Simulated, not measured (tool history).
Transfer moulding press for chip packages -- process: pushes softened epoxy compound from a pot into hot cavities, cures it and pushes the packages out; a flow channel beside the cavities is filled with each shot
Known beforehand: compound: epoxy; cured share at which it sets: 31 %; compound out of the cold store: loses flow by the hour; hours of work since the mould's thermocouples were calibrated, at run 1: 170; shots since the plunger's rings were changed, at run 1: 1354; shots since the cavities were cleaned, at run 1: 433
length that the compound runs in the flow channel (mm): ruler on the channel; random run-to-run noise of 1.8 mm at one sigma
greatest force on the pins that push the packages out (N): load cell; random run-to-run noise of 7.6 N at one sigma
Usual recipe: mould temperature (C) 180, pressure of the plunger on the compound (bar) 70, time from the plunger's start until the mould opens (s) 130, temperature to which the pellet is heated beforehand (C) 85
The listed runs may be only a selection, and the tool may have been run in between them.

| run | hour | mould temperature (C) | pressure of the plunger on the compound (bar) | time from the plunger's start until the mould opens (s) | temperature to which the pellet is heated beforehand (C) | hours of work since the mould's thermocouples were calibrated | shots since the plunger's rings were changed | shots since the cavities were cleaned | incoming compound's hours out of the cold store | length that the compound runs in the flow channel (mm) | greatest force on the pins that push the packages out (N) |
|---|---|---|---|---|---|---|---|---|---|---|---|
| 1 | 0 | 180 | 70 | 130 | 85 | 170 | 1354 | 433 | 25.5 | 654 | 510 |
| 2 | 15.8 | 180 | 80.7 | 130 | 85 | 178 | 1467 | 546 | 26.5 | 699 | 547 |
| 3 | 28.2 | 180 | 80.7 | 130 | 85 | 185 | 1557 | 636 | 34.9 | 670 | 551 |
| 4 | 43 | 180 | 70 | 117 | 85 | 193 | 1662 | 741 | 30.2 | 636 | 676 |
| 5 | 55.1 | 180 | 70 | 130 | 85 | 199 | 1749 | 828 | 15 | 683 | 592 |
| 6 | 69.8 | 175 | 70 | 130 | 85 | 207 | 1855 | 934 | 27.8 | 656 | 776 |
| 7 | 80.3 | 175 | 70 | 130 | 85 | 212 | 1930 | 1009 | 33.2 | 635 | 769 |
|  | 88.5 | cavities cleaned with cleaning compound and waxed |
| 8 | 96.1 | 175 | 70 | 130 | 85 | 220 | 2032 | 54 | 14.9 | 692 | 480 |
| 9 | 103.1 | 175 | 70 | 130 | 85 | 224 | 2083 | 105 | 21.9 | 671 | 519 |
| 10 | 117 | 175 | 70 | 130 | 85 | 231 | 2183 | 205 | 38.1 | 619 | 533 |
| 11 | 127.6 | 175 | 70 | 130 | 85 | 237 | 2259 | 281 | 37.4 | 621 | 602 |
| 12 | 136.8 | 175 | 70 | 130 | 85 | 242 | 2325 | 347 | 29 | 645 | 628 |
| 13 | 145.1 | 175 | 70 | 130 | 85 | 246 | 2384 | 406 | 44.7 | 593 | 617 |
| 14 | 158.7 | 180 | 70 | 124 | 85 | 253 | 2481 | 503 | 21.4 | 659 | 598 |
| 15 | 165.9 | 180 | 70 | 124 | 85 | 257 | 2534 | 556 | 8.7 | 699 | 618 |
| 16 | 174 | 180 | 70 | 124 | 85 | 262 | 2591 | 613 | 26.8 | 638 | 564 |
|  | 181.7 | plunger's sealing rings changed |
| 17 | 188.7 | 173 | 58.9 | 130 | 78 | 268 | 51 | 701 | 27 | 625 | 833 |
| 18 | 197.3 | 180 | 70 | 130 | 86 | 273 | 113 | 763 | 8.2 | 724 | 593 |
| 19 | 207.1 | 181 | 81 | 114 | 91 | 278 | 183 | 833 | 13.2 | 756 | 706 |
| 20 | 215.4 | 181 | 81 | 114 | 91 | 282 | 242 | 892 | 42.4 | 657 | 674 |
| 21 | 222.7 | 186 | 81 | 114 | 81 | 286 | 294 | 944 | 11.6 | 744 | 570 |
| 22 | 236.9 | 180 | 65.9 | 130 | 90 | 294 | 396 | 1046 | 28.8 | 634 | 585 |
|  | 239.2 | cavities cleaned with cleaning compound and waxed |
| 23 | 248.6 | 180 | 65.9 | 151 | 92 | 299 | 470 | 68 | 12.5 | 683 | 334 |
| 24 | 260.3 | 179 | 79 | 111 | 88 | 305 | 553 | 151 | 31.4 | 685 | 570 |
| 25 | 271.4 | 179 | 79 | 111 | 88 | 311 | 633 | 231 | 21.4 | 720 | 619 |
| 26 | 278.2 | 179 | 79 | 111 | 88 | 315 | 682 | 280 | 12.3 | 751 | 677 |
| 27 | 289 | 185 | 86.9 | 116 | 78 | 321 | 760 | 358 | 41.4 | 674 | 479 |
| 28 | 303.5 | 174 | 66.7 | 114 | 93 | 328 | 863 | 461 | 18.6 | 675 | 950 |
| 29 | 313.2 | 181 | 70.2 | 147 | 93 | 334 | 933 | 531 | 9.8 | 706 | 478 |

Consider 3 possible next runs. They are alternatives, not a sequence: every one starts from the tool as it was left by run 29. What does each give?
|  | 320.9 | mould's thermocouples calibrated |
| A | 328.4 | 180 | 55.6 | 130 | 85 | 4 | 1027 | 625 | 11.8 | ? | ? |
|  | 320.9 | mould's thermocouples calibrated |
| B | 328.4 | 177 | 59.4 | 150 | 93 | 4 | 1027 | 625 | 28.4 | ? | ? |
|  | 320.9 | mould's thermocouples calibrated |
| C | 328.4 | 181 | 70.2 | 141 | 82 | 4 | 1027 | 625 | 28.7 | ? | ? |

| run | length that the compound runs in the flow channel (mm) | greatest force on the pins that push the packages out (N) |
|---|---|---|
| A | 624 | 578 |
| B | 602 | 520 |
| C | 642 | 506 |
Had the tool no hidden state, the same runs would have come out as:
| run | length that the compound runs in the flow channel (mm) | greatest force on the pins that push the packages out (N) |
|---|---|---|
| A | 637 | 354 |
| B | 614 | 317 |
| C | 654 | 308 |

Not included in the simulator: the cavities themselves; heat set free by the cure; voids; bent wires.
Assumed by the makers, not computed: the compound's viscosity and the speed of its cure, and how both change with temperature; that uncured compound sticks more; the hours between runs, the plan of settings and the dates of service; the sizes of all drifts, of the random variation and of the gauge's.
